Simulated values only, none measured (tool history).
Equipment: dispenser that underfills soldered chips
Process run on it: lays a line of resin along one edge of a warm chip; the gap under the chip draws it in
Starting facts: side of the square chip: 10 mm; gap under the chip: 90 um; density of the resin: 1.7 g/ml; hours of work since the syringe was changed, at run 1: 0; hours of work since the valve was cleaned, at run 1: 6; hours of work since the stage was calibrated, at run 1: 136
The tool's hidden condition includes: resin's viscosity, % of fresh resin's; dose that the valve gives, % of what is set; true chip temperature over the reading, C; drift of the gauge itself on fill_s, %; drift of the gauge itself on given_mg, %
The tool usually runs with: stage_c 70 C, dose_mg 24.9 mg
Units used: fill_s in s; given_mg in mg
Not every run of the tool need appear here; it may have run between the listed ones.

run,hour,stage_c,dose_mg,hours of work since the syringe was changed,hours of work since the valve was cleaned,hours of work since the stage was calibrated,fill_s,given_mg
1,0.0,70,24.9,0,6,136,94.7,24.74
2,4.8,70,27.5,3,9,139,106.5,27.03
3,10.3,70,24.9,7,13,143,126.3,24.37
# hour 11.8: new syringe of resin
4,13.5,70,24.9,1,15,145,99.9,24.41
5,18.8,70,24.9,5,18,148,115.3,24.11
6,22.3,70,23.1,7,21,151,125.6,22.55
# hour 23.7: new syringe of resin
7,29.6,70,22.0,4,26,155,113.1,21.35
# hour 35.4: new syringe of resin
8,36.1,75,24.9,0,30,160,80.2,24.04
9,40.4,72,24.9,3,33,163,101.1,24.06
10,45.4,72,24.9,7,36,166,116.5,23.96
# hour 47.2: new syringe of resin
11,49.1,72,24.9,1,38,168,94.9,23.72
12,53.3,70,24.9,4,41,171,111.0,23.74
13,56.7,70,24.9,6,44,173,123.7,23.79
# hour 58.7: new syringe of resin
14,63.9,70,24.9,4,48,178,106.5,23.46
# hour 70.4: new syringe of resin
15,71.2,70,24.9,1,53,183,97.8,23.39
16,75.9,70,24.9,4,56,186,110.4,23.42
17,79.3,70,22.9,6,59,188,123.9,21.38
# hour 82.1: new syringe of resin
18,84.2,70,22.9,1,62,192,101.3,21.43
19,88.5,70,26.4,4,65,194,109.5,24.85
# hour 93.6: new syringe of resin
20,93.6,70,26.4,0,68,198,94.2,24.58
21,96.9,85,28.5,2,70,200,59.6,26.38
22,101.1,67,23.7,5,73,203,130.7,21.90
# hour 105.6: new syringe of resin
23,107.2,60,30.1,1,77,207,141.7,27.68
24,111.2,60,30.1,4,80,209,158.1,27.45
# hour 117.2: new syringe of resin
25,118.2,60,30.1,1,84,214,137.7,27.48
26,121.6,60,30.1,3,87,216,152.0,27.37
27,125.0,82,21.5,5,89,219,76.3,19.51
# hour 128.7: new syringe of resin
28,131.6,70,23.8,2,93,223,103.0,21.45
29,137.3,70,31.8,6,97,227,115.3,28.75
# hour 140.5: new syringe of resin
30,140.9,70,31.8,0,99,229,92.9,28.39
31,147.0,70,31.8,4,104,233,108.5,28.34
# hour 152.0: new syringe of resin
32,154.2,84,27.6,1,108,238,60.8,24.46
33,160.9,84,27.6,6,113,243,73.3,24.41
# hour 163.7: new syringe of resin
34,167.6,84,27.6,3,117,247,63.4,24.33

Expected results for the next run?
35,171.1,65,22.7,5,119,249,?,?

Run 35 produced fill_s 138.9 s, given_mg 19.77 mg.
Were there no unlogged condition in the tool, this run, its random variation unchanged, would have produced fill_s 118.0 s, given_mg 22.49 mg.
